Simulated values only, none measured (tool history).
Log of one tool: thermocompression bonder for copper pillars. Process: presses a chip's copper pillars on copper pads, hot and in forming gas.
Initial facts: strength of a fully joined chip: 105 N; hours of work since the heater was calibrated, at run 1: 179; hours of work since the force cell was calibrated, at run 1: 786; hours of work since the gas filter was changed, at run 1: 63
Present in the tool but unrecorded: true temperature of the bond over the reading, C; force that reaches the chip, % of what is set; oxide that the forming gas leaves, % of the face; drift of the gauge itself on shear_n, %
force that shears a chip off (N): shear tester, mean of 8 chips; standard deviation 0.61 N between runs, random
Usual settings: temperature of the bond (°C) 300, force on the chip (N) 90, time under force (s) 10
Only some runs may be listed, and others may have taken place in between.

| run | hour | temperature of the bond (°C) | force on the chip (N) | time under force (s) | hours of work since the heater was calibrated | hours of work since the force cell was calibrated | hours of work since the gas filter was changed | force that shears a chip off (N) |
|---|---|---|---|---|---|---|---|---|
| 1 | 0 | 300 | 90 | 10 | 179 | 786 | 63 | 38.2 |
| 2 | 47.4 | 300 | 90 | 10 | 202 | 810 | 86 | 37 |
| 3 | 73.4 | 300 | 90 | 18 | 216 | 823 | 99 | 46.3 |
| 4 | 117.5 | 300 | 90 | 18 | 237 | 845 | 121 | 47.4 |
| 5 | 170 | 300 | 90 | 18 | 264 | 871 | 148 | 47.3 |
| 6 | 227.2 | 300 | 90 | 27 | 292 | 899 | 176 | 53.7 |
| 7 | 263.3 | 300 | 90 | 27 | 310 | 917 | 194 | 53.9 |
| 8 | 311.3 | 300 | 90 | 10 | 334 | 941 | 218 | 37 |
| 9 | 351.7 | 300 | 90 | 11 | 354 | 962 | 238 | 38.6 |
| 10 | 401.4 | 300 | 90 | 11 | 379 | 986 | 263 | 39.2 |
| 11 | 432.5 | 300 | 93 | 11 | 395 | 1002 | 279 | 39.5 |
| 12 | 489.3 | 300 | 99 | 11 | 423 | 1030 | 307 | 41.4 |
| 13 | 537.2 | 300 | 99 | 11 | 447 | 1054 | 331 | 41 |
| 14 | 593.3 | 300 | 90 | 10 | 475 | 1082 | 359 | 37.8 |
| 15 | 619.9 | 300 | 90 | 10 | 488 | 1095 | 372 | 36.3 |
| 16 | 667.3 | 300 | 113 | 10 | 512 | 1119 | 396 | 44.6 |
| 17 | 714.1 | 300 | 113 | 10 | 535 | 1143 | 419 | 43.1 |
| 18 | 740 | 300 | 113 | 10 | 548 | 1155 | 432 | 43.7 |
| 19 | 767.1 | 300 | 90 | 10 | 562 | 1169 | 446 | 37.3 |
|  | 774.8 | forming gas filter changed |
| 20 | 798.3 | 275 | 90 | 10 | 577 | 1184 | 12 | 25.8 |
| 21 | 831.1 | 275 | 90 | 10 | 594 | 1201 | 28 | 25.9 |
| 22 | 872.3 | 275 | 90 | 10 | 614 | 1221 | 49 | 25.3 |
| 23 | 916.6 | 303 | 86 | 8 | 636 | 1243 | 71 | 34.4 |
| 24 | 944.2 | 300 | 65 | 10 | 650 | 1257 | 85 | 29.9 |
| 25 | 968.6 | 326 | 101 | 28 | 662 | 1269 | 97 | 74.6 |
| 26 | 1019.2 | 326 | 101 | 28 | 688 | 1295 | 122 | 75.5 |
| 27 | 1066.7 | 296 | 68 | 12 | 711 | 1318 | 146 | 31.3 |
| 28 | 1122.2 | 307 | 98 | 29 | 739 | 1346 | 173 | 63.1 |
| 29 | 1167.1 | 291 | 63 | 8 | 761 | 1368 | 196 | 22.2 |
| 30 | 1213.3 | 322 | 90 | 10 | 784 | 1392 | 219 | 48.3 |
| 31 | 1239.5 | 322 | 90 | 10 | 798 | 1405 | 232 | 48.9 |
| 32 | 1287.7 | 294 | 74 | 10 | 822 | 1429 | 256 | 30.3 |
| 33 | 1316.5 | 303 | 112 | 6 | 836 | 1443 | 271 | 36.5 |
| 34 | 1345.4 | 300 | 78 | 10 | 850 | 1457 | 285 | 33.6 |
| 35 | 1380.7 | 315 | 103 | 17 | 868 | 1475 | 303 | 59.9 |
| 36 | 1411.1 | 315 | 103 | 17 | 883 | 1490 | 318 | 59.8 |
| 37 | 1466.7 | 315 | 103 | 17 | 911 | 1518 | 346 | 59.5 |
| 38 | 1513.3 | 292 | 75 | 25 | 934 | 1541 | 369 | 41.9 |
| 39 | 1544 | 304 | 78 | 29 | 950 | 1557 | 384 | 52.2 |
| 40 | 1597.9 | 304 | 78 | 29 | 977 | 1584 | 411 | 53.5 |

How the hidden state differs across the entries between the runs, from the last listed run before each to the first after it:
In the gap between runs 19 and 20: forming gas filter changed (hour 774.8)
  oxide that the forming gas leaves, % of the face: 1.61 -> 0.54
